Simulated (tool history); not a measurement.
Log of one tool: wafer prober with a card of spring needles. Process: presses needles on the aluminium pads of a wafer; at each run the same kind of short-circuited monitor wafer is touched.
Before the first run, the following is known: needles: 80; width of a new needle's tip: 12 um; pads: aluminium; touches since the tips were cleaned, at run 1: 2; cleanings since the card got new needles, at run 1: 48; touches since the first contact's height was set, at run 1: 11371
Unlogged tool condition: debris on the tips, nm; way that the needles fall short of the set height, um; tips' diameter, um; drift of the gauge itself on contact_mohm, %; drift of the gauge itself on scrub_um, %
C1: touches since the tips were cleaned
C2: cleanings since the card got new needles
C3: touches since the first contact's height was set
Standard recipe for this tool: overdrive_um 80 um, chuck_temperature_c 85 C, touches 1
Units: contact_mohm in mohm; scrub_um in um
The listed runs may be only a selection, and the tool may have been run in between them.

run 1 hour=0 | overdrive_um=80 chuck_temperature_c=85 touches=1 | C1=2 C2=48 C3=11371 | contact_mohm=243 scrub_um=16.52
-- hour=11.8 tips cleaned on abrasive film
run 2 hour=16.6 | overdrive_um=80 chuck_temperature_c=85 touches=1 | C1=1977 C2=49 C3=18210 | contact_mohm=254 scrub_um=16.56
-- hour=24.3 tips cleaned on abrasive film
-- hour=36.8 tips cleaned on abrasive film
run 3 hour=42.4 | overdrive_um=80 chuck_temperature_c=85 touches=1 | C1=2329 C2=51 C3=28810 | contact_mohm=246 scrub_um=16.45
-- hour=48 tips cleaned on abrasive film
-- hour=60.3 tips cleaned on abrasive film
run 4 hour=68.2 | overdrive_um=80 chuck_temperature_c=85 touches=1 | C1=3267 C2=53 C3=39405 | contact_mohm=246 scrub_um=16.43
-- hour=73.8 tips cleaned on abrasive film
-- hour=87 tips cleaned on abrasive film
run 5 hour=97.7 | overdrive_um=71 chuck_temperature_c=85 touches=1 | C1=4453 C2=55 C3=51539 | contact_mohm=251 scrub_um=14.4
-- hour=100.1 tips cleaned on abrasive film
-- hour=106.9 tips cleaned on abrasive film, once more
-- hour=118.7 tips cleaned on abrasive film
run 6 hour=125.3 | overdrive_um=71 chuck_temperature_c=85 touches=1 | C1=2733 C2=58 C3=62820 | contact_mohm=247 scrub_um=14.46
-- hour=130.1 tips cleaned on abrasive film
-- hour=142.7 tips cleaned on abrasive film
run 7 hour=149.4 | overdrive_um=80 chuck_temperature_c=85 touches=1 | C1=2774 C2=60 C3=72707 | contact_mohm=246 scrub_um=16.2
-- hour=154 tips cleaned on abrasive film
-- hour=167.7 tips cleaned on abrasive film
-- hour=179.3 tips cleaned on abrasive film
run 8 hour=184.6 | overdrive_um=70 chuck_temperature_c=85 touches=1 | C1=2186 C2=63 C3=87138 | contact_mohm=246 scrub_um=14.09
-- hour=192.3 tips cleaned on abrasive film
-- hour=203.5 tips cleaned on abrasive film
-- hour=216.3 tips cleaned on abrasive film
run 9 hour=216.3 | overdrive_um=70 chuck_temperature_c=85 touches=1 | C1=0 C2=66 C3=100146 | contact_mohm=244 scrub_um=13.96
-- hour=227.4 tips cleaned on abrasive film
-- hour=238.9 tips cleaned on abrasive film
run 10 hour=239.8 | overdrive_um=70 chuck_temperature_c=85 touches=1 | C1=393 C2=68 C3=109814 | contact_mohm=247 scrub_um=13.88
-- hour=251.3 tips cleaned on abrasive film
-- hour=263.8 tips cleaned on abrasive film
run 11 hour=266.4 | overdrive_um=70 chuck_temperature_c=85 touches=1 | C1=1076 C2=70 C3=120737 | contact_mohm=246 scrub_um=14
-- hour=276.1 tips cleaned on abrasive film
run 12 hour=282.7 | overdrive_um=70 chuck_temperature_c=85 touches=1 | C1=2711 C2=71 C3=127406 | contact_mohm=252 scrub_um=13.92
-- hour=288.8 tips cleaned on abrasive film
-- hour=301.2 tips cleaned on abrasive film
run 13 hour=306.3 | overdrive_um=70 chuck_temperature_c=85 touches=1 | C1=2093 C2=73 C3=137108 | contact_mohm=247 scrub_um=13.82
-- hour=313.8 tips cleaned on abrasive film
-- hour=327.2 tips cleaned on abrasive film
run 14 hour=333.7 | overdrive_um=70 chuck_temperature_c=85 touches=1 | C1=2695 C2=75 C3=148380 | contact_mohm=250 scrub_um=13.86
-- hour=338.9 tips cleaned on abrasive film
-- hour=350.2 tips cleaned on abrasive film
run 15 hour=356.1 | overdrive_um=70 chuck_temperature_c=85 touches=1 | C1=2439 C2=77 C3=157543 | contact_mohm=251 scrub_um=13.91
-- hour=363.6 tips cleaned on abrasive film
-- hour=374.9 tips cleaned on abrasive film
run 16 hour=385.9 | overdrive_um=70 chuck_temperature_c=116 touches=2 | C1=4537 C2=79 C3=169806 | contact_mohm=253 scrub_um=13.88
-- hour=388.3 tips cleaned on abrasive film
-- hour=400.8 tips cleaned on abrasive film
-- hour=413.3 tips cleaned on abrasive film
run 17 hour=420.3 | overdrive_um=80 chuck_temperature_c=38 touches=1 | C1=2904 C2=82 C3=183935 | contact_mohm=236 scrub_um=15.77
-- hour=425.2 tips cleaned on abrasive film
-- hour=439 tips cleaned on abrasive film
run 18 hour=445.2 | overdrive_um=77 chuck_temperature_c=85 touches=1 | C1=2565 C2=84 C3=194163 | contact_mohm=247 scrub_um=15.06
-- hour=450.8 tips cleaned on abrasive film
-- hour=464 tips cleaned on abrasive film
run 19 hour=468.5 | overdrive_um=80 chuck_temperature_c=49 touches=2 | C1=1852 C2=86 C3=203716 | contact_mohm=235 scrub_um=15.59
-- hour=477.2 tips cleaned on abrasive film
-- hour=488.8 tips cleaned on abrasive film
run 20 hour=498.2 | overdrive_um=80 chuck_temperature_c=80 touches=1 | C1=3852 C2=88 C3=215896 | contact_mohm=249 scrub_um=15.62
-- hour=501.1 tips cleaned on abrasive film
-- hour=513 tips cleaned on abrasive film
run 21 hour=523.3 | overdrive_um=92 chuck_temperature_c=85 touches=1 | C1=4257 C2=90 C3=226201 | contact_mohm=250 scrub_um=18.16
-- hour=526.1 tips cleaned on abrasive film
-- hour=539.1 tips cleaned on abrasive film
-- hour=550.3 tips cleaned on abrasive film
run 22 hour=555.4 | overdrive_um=99 chuck_temperature_c=85 touches=1 | C1=2110 C2=93 C3=239395 | contact_mohm=244 scrub_um=19.52
-- hour=563.8 tips cleaned on abrasive film
-- hour=566.8 height of the first contact set anew
-- hour=576.8 tips cleaned on abrasive film
run 23 hour=584.6 | overdrive_um=81 chuck_temperature_c=85 touches=1 | C1=3236 C2=95 C3=7309 | contact_mohm=247 scrub_um=16.83
-- hour=589.1 tips cleaned on abrasive film
-- hour=601.1 tips cleaned on abrasive film
-- hour=614.2 tips cleaned on abrasive film
run 24 hour=614.2 | overdrive_um=73 chuck_temperature_c=28 touches=3 | C1=0 C2=98 C3=19425 | contact_mohm=228 scrub_um=15.06
-- hour=626.3 tips cleaned on abrasive film
-- hour=637.9 tips cleaned on abrasive film
-- hour=651.2 tips cleaned on abrasive film
run 25 hour=652.6 | overdrive_um=73 chuck_temperature_c=28 touches=3 | C1=581 C2=101 C3=35226 | contact_mohm=229 scrub_um=14.83
-- hour=662.6 tips cleaned on abrasive film
-- hour=676.2 tips cleaned on abrasive film
-- hour=689 tips cleaned on abrasive film
run 26 hour=690.2 | overdrive_um=73 chuck_temperature_c=28 touches=3 | C1=526 C2=104 C3=50660 | contact_mohm=228 scrub_um=14.95
-- hour=701.4 tips cleaned on abrasive film
-- hour=714 tips cleaned on abrasive film
-- hour=727.6 tips cleaned on abrasive film
run 27 hour=728.4 | overdrive_um=61 chuck_temperature_c=37 touches=2 | C1=325 C2=107 C3=66324 | contact_mohm=234 scrub_um=12.36

Below are 5 alternative next runs, each starting from the tool's condition after run 27. Predict each:
-- hour=740.1 tips cleaned on abrasive film
run A hour=745.9 | overdrive_um=93 chuck_temperature_c=85 touches=2 | C1=2380 C2=108 C3=73529 | contact_mohm=? scrub_um=?
-- hour=740.1 tips cleaned on abrasive film
run B hour=745.9 | overdrive_um=98 chuck_temperature_c=85 touches=1 | C1=2380 C2=108 C3=73529 | contact_mohm=? scrub_um=?
-- hour=740.1 tips cleaned on abrasive film
run C hour=745.9 | overdrive_um=78 chuck_temperature_c=85 touches=1 | C1=2380 C2=108 C3=73529 | contact_mohm=? scrub_um=?
-- hour=740.1 tips cleaned on abrasive film
run D hour=745.9 | overdrive_um=80 chuck_temperature_c=85 touches=1 | C1=2380 C2=108 C3=73529 | contact_mohm=? scrub_um=?
-- hour=740.1 tips cleaned on abrasive film
run E hour=745.9 | overdrive_um=83 chuck_temperature_c=85 touches=2 | C1=2380 C2=108 C3=73529 | contact_mohm=? scrub_um=?

run=A contact_mohm=243 scrub_um=19.05
run=B contact_mohm=242 scrub_um=19.98
run=C contact_mohm=252 scrub_um=15.91
run=D contact_mohm=246 scrub_um=16.23
run=E contact_mohm=243 scrub_um=16.82
With the hidden condition removed and each run's random variation left untouched, the same runs would have given:
run=A contact_mohm=241 scrub_um=19.36
run=B contact_mohm=239 scrub_um=20.29
run=C contact_mohm=245 scrub_um=16.22
run=D contact_mohm=240 scrub_um=16.53
run=E contact_mohm=240 scrub_um=17.13

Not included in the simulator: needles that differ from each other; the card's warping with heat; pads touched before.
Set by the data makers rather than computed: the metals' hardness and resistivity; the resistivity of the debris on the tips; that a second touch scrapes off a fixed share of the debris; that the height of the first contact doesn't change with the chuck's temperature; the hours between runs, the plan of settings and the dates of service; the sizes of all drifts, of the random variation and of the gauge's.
